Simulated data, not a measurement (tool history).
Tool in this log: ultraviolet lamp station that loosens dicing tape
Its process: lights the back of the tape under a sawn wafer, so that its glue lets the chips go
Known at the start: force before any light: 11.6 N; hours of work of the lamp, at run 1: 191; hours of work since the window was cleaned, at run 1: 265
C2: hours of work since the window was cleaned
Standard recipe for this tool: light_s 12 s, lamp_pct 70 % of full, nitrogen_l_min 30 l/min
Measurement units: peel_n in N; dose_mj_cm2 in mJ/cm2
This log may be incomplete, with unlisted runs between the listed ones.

{"run": 1, "hour": 0.0, "light_s": 12, "lamp_pct": 70, "nitrogen_l_min": 30, "hours of work of the lamp": 191, "C2": 265, "peel_n": 0.477, "dose_mj_cm2": 339}
{"run": 2, "hour": 77.6, "light_s": 12, "lamp_pct": 70, "nitrogen_l_min": 30, "hours of work of the lamp": 236, "C2": 311, "peel_n": 0.477, "dose_mj_cm2": 344}
{"run": 3, "hour": 124.1, "light_s": 12, "lamp_pct": 70, "nitrogen_l_min": 30, "hours of work of the lamp": 264, "C2": 338, "peel_n": 0.46, "dose_mj_cm2": 342}
{"hour": 165.1, "done": "window cleaned of glue's vapour"}
{"run": 4, "hour": 211.5, "light_s": 12, "lamp_pct": 70, "nitrogen_l_min": 22, "hours of work of the lamp": 315, "C2": 27, "peel_n": 0.624, "dose_mj_cm2": 338}
{"run": 5, "hour": 277.2, "light_s": 12, "lamp_pct": 70, "nitrogen_l_min": 30, "hours of work of the lamp": 353, "C2": 66, "peel_n": 0.446, "dose_mj_cm2": 339}
{"run": 6, "hour": 354.0, "light_s": 12, "lamp_pct": 70, "nitrogen_l_min": 30, "hours of work of the lamp": 398, "C2": 111, "peel_n": 0.459, "dose_mj_cm2": 342}
{"run": 7, "hour": 408.8, "light_s": 12, "lamp_pct": 70, "nitrogen_l_min": 30, "hours of work of the lamp": 431, "C2": 143, "peel_n": 0.453, "dose_mj_cm2": 336}
{"run": 8, "hour": 455.2, "light_s": 12, "lamp_pct": 70, "nitrogen_l_min": 30, "hours of work of the lamp": 458, "C2": 170, "peel_n": 0.457, "dose_mj_cm2": 343}
{"run": 9, "hour": 494.0, "light_s": 8, "lamp_pct": 70, "nitrogen_l_min": 30, "hours of work of the lamp": 481, "C2": 193, "peel_n": 1.196, "dose_mj_cm2": 226}
{"run": 10, "hour": 572.9, "light_s": 8, "lamp_pct": 70, "nitrogen_l_min": 30, "hours of work of the lamp": 527, "C2": 240, "peel_n": 1.205, "dose_mj_cm2": 230}
{"run": 11, "hour": 629.9, "light_s": 8, "lamp_pct": 70, "nitrogen_l_min": 30, "hours of work of the lamp": 560, "C2": 273, "peel_n": 1.248, "dose_mj_cm2": 227}
{"run": 12, "hour": 717.7, "light_s": 8, "lamp_pct": 70, "nitrogen_l_min": 30, "hours of work of the lamp": 612, "C2": 325, "peel_n": 1.23, "dose_mj_cm2": 226}
{"hour": 781.6, "done": "window cleaned of glue's vapour"}
{"run": 13, "hour": 810.2, "light_s": 8, "lamp_pct": 70, "nitrogen_l_min": 30, "hours of work of the lamp": 666, "C2": 17, "peel_n": 1.251, "dose_mj_cm2": 230}
{"run": 14, "hour": 889.2, "light_s": 8, "lamp_pct": 70, "nitrogen_l_min": 30, "hours of work of the lamp": 712, "C2": 63, "peel_n": 1.229, "dose_mj_cm2": 228}
{"run": 15, "hour": 983.7, "light_s": 8, "lamp_pct": 61, "nitrogen_l_min": 19, "hours of work of the lamp": 768, "C2": 119, "peel_n": 2.201, "dose_mj_cm2": 201}
{"hour": 1038.4, "done": "lamp changed"}
{"run": 16, "hour": 1049.9, "light_s": 15, "lamp_pct": 91, "nitrogen_l_min": 59, "hours of work of the lamp": 7, "C2": 157, "peel_n": 0.157, "dose_mj_cm2": 554}
{"run": 17, "hour": 1128.7, "light_s": 15, "lamp_pct": 64, "nitrogen_l_min": 43, "hours of work of the lamp": 53, "C2": 203, "peel_n": 0.24, "dose_mj_cm2": 396}
{"run": 18, "hour": 1216.7, "light_s": 8, "lamp_pct": 64, "nitrogen_l_min": 18, "hours of work of the lamp": 105, "C2": 255, "peel_n": 2.148, "dose_mj_cm2": 204}
{"run": 19, "hour": 1303.4, "light_s": 8, "lamp_pct": 64, "nitrogen_l_min": 18, "hours of work of the lamp": 156, "C2": 306, "peel_n": 2.05, "dose_mj_cm2": 210}
{"run": 20, "hour": 1383.5, "light_s": 6, "lamp_pct": 70, "nitrogen_l_min": 9, "hours of work of the lamp": 203, "C2": 353, "peel_n": 4.165, "dose_mj_cm2": 167}
{"hour": 1396.9, "done": "window cleaned of glue's vapour"}
{"run": 21, "hour": 1439.4, "light_s": 18, "lamp_pct": 72, "nitrogen_l_min": 17, "hours of work of the lamp": 235, "C2": 25, "peel_n": 0.279, "dose_mj_cm2": 535}
{"run": 22, "hour": 1489.9, "light_s": 12, "lamp_pct": 70, "nitrogen_l_min": 9, "hours of work of the lamp": 265, "C2": 55, "peel_n": 1.456, "dose_mj_cm2": 349}
{"run": 23, "hour": 1547.7, "light_s": 12, "lamp_pct": 70, "nitrogen_l_min": 9, "hours of work of the lamp": 299, "C2": 89, "peel_n": 1.463, "dose_mj_cm2": 344}
{"run": 24, "hour": 1638.2, "light_s": 12, "lamp_pct": 70, "nitrogen_l_min": 9, "hours of work of the lamp": 352, "C2": 142, "peel_n": 1.446, "dose_mj_cm2": 345}
{"run": 25, "hour": 1687.0, "light_s": 19, "lamp_pct": 70, "nitrogen_l_min": 9, "hours of work of the lamp": 381, "C2": 170, "peel_n": 0.507, "dose_mj_cm2": 542}
{"run": 26, "hour": 1739.5, "light_s": 12, "lamp_pct": 70, "nitrogen_l_min": 11, "hours of work of the lamp": 411, "C2": 201, "peel_n": 1.184, "dose_mj_cm2": 340}
{"run": 27, "hour": 1789.5, "light_s": 12, "lamp_pct": 62, "nitrogen_l_min": 10, "hours of work of the lamp": 441, "C2": 231, "peel_n": 1.705, "dose_mj_cm2": 295}
{"run": 28, "hour": 1871.2, "light_s": 12, "lamp_pct": 62, "nitrogen_l_min": 10, "hours of work of the lamp": 489, "C2": 279, "peel_n": 1.669, "dose_mj_cm2": 303}

Table of differences, measured result less the result of that run with no hidden state. Run-to-run variation is the same in both. Gauge scatter possibly is not:
What the log doesn't record here: lamp's light, % of a new lamp's; light that the window lets through, % of a clean one's; drift of the gauge itself on peel_n, %; drift of the gauge itself on dose_mj_cm2, %.
run=1 peel_n=+0.003
run=2 peel_n=+0.003
run=3 peel_n=+0.003
run=4 peel_n=+0.002
run=5 peel_n=+0.002
run=6 peel_n=+0.002
run=7 peel_n=+0.003
run=8 peel_n=+0.003
run=9 peel_n=+0.007
run=10 peel_n=+0.008
run=11 peel_n=+0.009
run=12 peel_n=+0.010
run=13 peel_n=+0.007
run=14 peel_n=+0.008
run=15 peel_n=+0.012
run=16 peel_n=+0.000
run=17 peel_n=+0.001
run=18 peel_n=+0.006
run=19 peel_n=+0.007
run=20 peel_n=+0.011
run=21 peel_n=+0.000
run=22 peel_n=+0.004
run=23 peel_n=+0.005
run=24 peel_n=+0.006
run=25 peel_n=+0.003
run=26 peel_n=+0.007
run=27 peel_n=+0.009
run=28 peel_n=+0.010
dose_mj_cm2: at most 1 mJ/cm2 away from the measurement, every run.

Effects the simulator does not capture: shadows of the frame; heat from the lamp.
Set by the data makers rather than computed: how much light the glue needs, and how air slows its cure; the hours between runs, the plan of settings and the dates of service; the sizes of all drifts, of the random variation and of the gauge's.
